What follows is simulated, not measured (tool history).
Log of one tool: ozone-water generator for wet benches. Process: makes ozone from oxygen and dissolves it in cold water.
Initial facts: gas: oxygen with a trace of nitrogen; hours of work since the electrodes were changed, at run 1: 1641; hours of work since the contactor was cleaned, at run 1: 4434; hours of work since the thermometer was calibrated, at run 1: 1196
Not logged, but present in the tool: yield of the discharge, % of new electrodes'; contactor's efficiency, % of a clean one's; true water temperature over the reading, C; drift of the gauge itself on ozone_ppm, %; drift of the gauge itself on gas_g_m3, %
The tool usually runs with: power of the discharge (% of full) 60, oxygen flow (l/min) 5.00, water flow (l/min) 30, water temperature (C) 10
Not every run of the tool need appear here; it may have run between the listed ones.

run   hour  power of the discharge (% of full)  oxygen flow (l/min)  water flow (l/min)  water temperature (C)  hours of work since the electrodes were changed  hours of work since the contactor was cleaned  hours of work since the thermometer was calibrated  dissolved ozone (ppm)  ozone in the gas ahead of the water (g/m3)
  1    0.0                                  60                 5.00                  30                     10                                             1641                                           4434                                                1196                   14.9                                       167.8
  2   32.6                                  60                 5.00                  30                     10                                             1669                                           4463                                                1225                   14.7                                       169.3
  3   56.9                                  60                 5.00                  30                     10                                             1691                                           4485                                                1246                   14.9                                       170.0
  4   87.0                                  60                 5.00                  19                     10                                             1718                                           4511                                                1273                   22.2                                       168.2
  5  129.4                                  60                 5.00                  30                     10                                             1755                                           4549                                                1310                   14.8                                       166.6
  6  169.8                                  60                 5.00                  30                     10                                             1791                                           4585                                                1346                   14.3                                       167.4
  7  191.6                                  60                 5.00                  40                     10                                             1810                                           4604                                                1365                   11.1                                       167.1
  8  226.8                                  60                 5.00                  40                     10                                             1841                                           4635                                                1397                   11.0                                       168.9
  9  250.1                                  60                 5.00                  40                     10                                             1862                                           4656                                                1417                   10.8                                       167.1
 10  276.5                                  60                 5.00                  30                      5                                             1885                                           4679                                                1441                   15.3                                       167.9
 11  301.8                                  60                 5.00                  30                      5                                             1908                                           4701                                                1463                   15.1                                       166.6
 12  340.6                                  60                 5.00                  30                      5                                             1942                                           4736                                                1497                   15.1                                       167.5
 13  365.4                                  60                 5.00                  30                      5                                             1964                                           4758                                                1519                   15.0                                       166.8
 14  393.6                                  60                 5.00                  41                      5                                             1989                                           4783                                                1544                   10.9                                       166.9
 15  434.9                                  60                 5.00                  41                      5                                             2026                                           4819                                                1581                   10.9                                       166.2
 16  474.3                                  60                 5.00                  46                     10                                             2061                                           4854                                                1616                    9.4                                       165.5
 17  521.1                                  60                 5.00                  46                     10                                             2102                                           4896                                                1657                    9.2                                       164.9
 18  569.8                                  41                 5.00                  24                     12                                             2145                                           4939                                                1700                   13.3                                       121.3
 19  600.0                                  44                 5.00                  28                      8                                             2172                                           4965                                                1727                   12.3                                       129.8
 20  634.8                                  67                 5.00                  26                      6                                             2203                                           4996                                                1758                   18.6                                       178.7
 21  675.9                                  67                 5.00                  26                      6                                             2239                                           5033                                                1794                   18.6                                       179.3
 22  709.6                                  67                 5.00                  26                      6                                             2269                                           5062                                                1824                   18.4                                       179.1
 23  738.3                                  67                 5.00                  26                      6                                             2294                                           5088                                                1850                   18.4                                       179.0
 24  772.9                                  60                 5.00                  37                     16                                             2325                                           5119                                                1880                   11.2                                       165.1
 25  799.4                                  60                 7.85                  30                      7                                             2348                                           5142                                                1904                   16.5                                       136.6
     817.9  -- contactor cleaned
 26  835.2                                  92                 4.06                  24                      7                                             2377                                             15                                                1932                   25.2                                       250.3
 27  867.2                                  86                 8.90                  24                      6                                             2405                                             44                                                1960                   28.9                                       168.0
 28  891.2                                  76                 5.00                  30                     13                                             2426                                             65                                                1981                   18.0                                       195.4
 29  928.0                                  42                 5.00                  19                     10                                             2459                                             97                                                2014                   17.4                                       126.2
 30  951.5                                  44                 4.34                  19                     10                                             2480                                            118                                                2035                   17.0                                       136.8
 31  979.4                                  53                 5.00                  46                      7                                             2504                                            143                                                2059                    9.0                                       147.8

Predict the results of run 32:
 32  1014.7                                  53                 5.00                  46                      7                                             2536                                            174                                                2091                      ?                                           ?

For run 32 the tool returned dissolved ozone (ppm) 9.1, ozone in the gas ahead of the water (g/m3) 147.7.
Take away the tool's hidden state, keep the run-to-run variation as it was, and the same run would have given dissolved ozone (ppm) 10.0, ozone in the gas ahead of the water (g/m3) 160.2.
